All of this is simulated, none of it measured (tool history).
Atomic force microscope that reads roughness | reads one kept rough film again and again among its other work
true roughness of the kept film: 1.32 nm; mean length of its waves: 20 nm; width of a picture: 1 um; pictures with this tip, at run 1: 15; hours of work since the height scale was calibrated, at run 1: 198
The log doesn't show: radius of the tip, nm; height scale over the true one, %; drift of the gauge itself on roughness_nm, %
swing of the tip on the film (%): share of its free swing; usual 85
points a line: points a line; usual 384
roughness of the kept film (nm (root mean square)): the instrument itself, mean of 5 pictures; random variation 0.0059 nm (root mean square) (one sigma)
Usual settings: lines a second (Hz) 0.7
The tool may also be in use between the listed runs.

run   hour  lines a second (Hz)  swing of the tip on the film (%)  points a line  pictures with this tip  hours of work since the height scale was calibrated  roughness of the kept film (nm (root mean square))
  1      0                  0.7                                85            384                      15                                                  198                                               1.083
  2    9.6                  0.7                                85            384                      28                                                  203                                               1.067
  3   19.6                  0.7                                85            384                      42                                                  208                                               1.052
  4   26.3                  0.7                                85            384                      52                                                  212                                               1.043
  5   36.8                  0.7                                85            384                      67                                                  217                                               1.028
  6   44.7                  0.7                                85            384                      78                                                  221                                               1.018
  7   53.5                  0.7                                85            384                      90                                                  225                                                   1
  8   65.5                  0.7                                85            384                     107                                                  231                                               0.991
  9   76.4                  0.7                                85            384                     122                                                  236                                               0.983
 10   86.4                  0.7                                85            386                     136                                                  241                                               0.957
 11   93.6                  0.7                                85            384                     146                                                  245                                               0.953
 12   99.8                  0.7                                85            291                     155                                                  248                                               0.929
 13  108.6                  0.7                                85            291                     167                                                  252                                               0.922
 14  115.2                 1.94                                85            384                     177                                                  256                                               0.803
 15  121.7                 1.94                                85            384                     186                                                  259                                               0.803
     126.4  -- new tip fitted
 16  131.2                 1.94                                85            384                       6                                                  264                                               0.954
 17  142.9                 1.94                                85            384                      23                                                  269                                               0.933
 18  149.2                3.113                                85            384                      32                                                  272                                                0.83
 19  159.1                  0.7                                85            384                      46                                                  277                                                1.04
 20  171.7                3.012                                85            384                      63                                                  284                                               0.813
 21    183                1.023                                85            384                      79                                                  289                                               0.963
 22  192.3                1.023                                85            384                      92                                                  294                                               0.969
 23  205.1                1.023                                85            384                     110                                                  300                                               0.955
 24  217.3                  0.7                                85            384                     127                                                  306                                               0.958
 25  228.7                  0.7                                85            384                     143                                                  312                                               0.949
 26  234.2                3.114                                85            384                     151                                                  315                                               0.746
 27  240.8                3.114                                85            384                     160                                                  318                                               0.743
 28  247.8                  0.7                                59            280                     170                                                  322                                               0.977
 29  253.6                  0.7                                59            280                     178                                                  324                                                0.97
 30    261                2.006                                59            280                     189                                                  328                                               0.918
     264.2  -- new tip fitted
 31  271.9                2.006                                59            280                      11                                                  333                                               1.098
 32  281.6                2.006                                59            280                      25                                                  338                                               1.087
 33  289.8                2.006                                59            280                      36                                                  342                                               1.066
 34  297.2                1.395                                89            649                      47                                                  346                                               0.957
 35    303                1.085                                68            384                      55                                                  349                                               1.071

Run 36 comes next. What will it give?
 36  313.7                0.848                                68            797                      70                                                  354                                                   ?

roughness of the kept film (nm (root mean square)): 1.072
Without the tool's hidden state the same run would have given roughness of the kept film (nm (root mean square)) 1.152.
